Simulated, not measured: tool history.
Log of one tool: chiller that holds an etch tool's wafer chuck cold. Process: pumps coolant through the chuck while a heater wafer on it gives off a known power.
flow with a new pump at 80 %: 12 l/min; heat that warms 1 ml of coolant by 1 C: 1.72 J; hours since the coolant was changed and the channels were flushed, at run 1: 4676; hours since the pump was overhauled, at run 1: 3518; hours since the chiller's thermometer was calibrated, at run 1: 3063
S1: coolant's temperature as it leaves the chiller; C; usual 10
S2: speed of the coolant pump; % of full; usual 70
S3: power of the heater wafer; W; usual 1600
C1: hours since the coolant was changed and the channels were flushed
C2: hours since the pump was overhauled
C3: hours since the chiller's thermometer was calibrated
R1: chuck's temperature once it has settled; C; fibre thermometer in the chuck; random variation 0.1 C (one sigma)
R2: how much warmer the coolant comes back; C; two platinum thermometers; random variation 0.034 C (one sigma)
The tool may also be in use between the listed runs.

| run | day | S1 | S2 | S3 | C1 | C2 | C3 | R1 | R2 |
|---|---|---|---|---|---|---|---|---|---|
| 1 | 0.000 | 10 | 70 | 1600 | 4676 | 3518 | 3063 | 34.2 | 5.63 |
| 2 | 2.650 | 10 | 70 | 1600 | 4740 | 3581 | 3127 | 34.1 | 5.70 |
| 3 | 4.429 | 10 | 89 | 1600 | 4783 | 3624 | 3169 | 29.6 | 4.41 |
| 4 | 7.783 | 10 | 89 | 1600 | 4863 | 3704 | 3250 | 29.5 | 4.54 |
| 5 | 9.904 | 10 | 89 | 1600 | 4914 | 3755 | 3301 | 29.7 | 4.47 |
| 6 | 12.038 | 10 | 89 | 1600 | 4965 | 3806 | 3352 | 29.7 | 4.48 |
| 7 | 14.271 | 4 | 89 | 1600 | 5019 | 3860 | 3405 | 23.5 | 4.44 |
| 8 | 18.108 | 15 | 70 | 1600 | 5111 | 3952 | 3498 | 39.5 | 5.72 |
| 9 | 21.846 | 1 | 70 | 1600 | 5201 | 4042 | 3587 | 25.7 | 5.75 |
| 10 | 24.350 | 1 | 70 | 885 | 5261 | 4102 | 3647 | 15.0 | 3.16 |
| 11 | 27.521 | 1 | 70 | 885 | 5337 | 4178 | 3723 | 15.0 | 3.10 |
| 12 | 29.738 | 7 | 70 | 1600 | 5390 | 4231 | 3777 | 31.9 | 5.80 |
| 13 | 32.254 | 9 | 71 | 1174 | 5450 | 4292 | 3837 | 27.2 | 4.19 |

Run 14 comes next. What will it give?
| 14 | 35.662 | 10 | 98 | 1476 | 5532 | 4373 | 3919 | ? | ? |

Run 14 gave R1 27.0 C, R2 3.77 C.
Without the tool's hidden state the same run would have given R1 23.8 C, R2 3.48 C.
